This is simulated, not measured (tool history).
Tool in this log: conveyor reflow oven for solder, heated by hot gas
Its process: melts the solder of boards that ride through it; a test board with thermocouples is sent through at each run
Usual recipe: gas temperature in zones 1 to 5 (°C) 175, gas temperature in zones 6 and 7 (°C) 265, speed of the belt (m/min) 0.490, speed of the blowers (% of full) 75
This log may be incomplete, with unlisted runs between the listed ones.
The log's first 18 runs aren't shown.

run,hour,gas temperature in zones 1 to 5 (°C),gas temperature in zones 6 and 7 (°C),speed of the belt (m/min),speed of the blowers (% of full),hours of work since the flux was cleaned out,hours of work since the belt drive was overhauled,hours of work since the thermocouples were changed,highest temperature of the board (°C),time above the solder's melting point (s)
19,480.6,175,269,0.490,75,181,18,906,258.7,69.0
# hour 505.0: flux residue cleaned out of gas plates and filters
20,508.4,175,269,0.490,75,3,35,923,259.0,69.9
21,529.5,165,259,0.447,76,18,51,939,252.3,68.4
22,566.0,165,260,0.529,64,46,78,966,243.9,48.9
23,585.5,175,265,0.490,65,61,93,981,251.8,64.9
24,602.7,175,265,0.490,65,74,106,994,252.9,65.1
25,640.1,183,265,0.549,75,102,134,1022,253.2,60.8
26,662.2,175,264,0.551,62,118,151,1039,247.0,50.4
27,679.0,175,278,0.490,79,131,163,1051,267.6,74.8
28,715.2,175,278,0.490,79,158,191,1079,267.3,75.5
29,731.8,169,265,0.490,71,171,203,1091,252.9,63.1
# hour 769.6: flux residue cleaned out of gas plates and filters
30,775.6,162,255,0.437,64,5,232,1120,246.4,63.4

Branching from run 30: 3 alternative next runs. What would each branch give?
A,804.8,171,265,0.490,75,27,254,1142,?,?
B,804.8,175,258,0.490,75,27,254,1142,?,?
C,804.8,188,265,0.490,75,27,254,1142,?,?

run,highest temperature of the board (°C),time above the solder's melting point (s)
A,256.0,67.1
B,250.0,63.3
C,257.3,75.6
Had the tool no hidden state, the same runs would have come out as:
run,highest temperature of the board (°C),time above the solder's melting point (s)
A,252.7,64.6
B,246.7,60.5
C,254.0,73.5
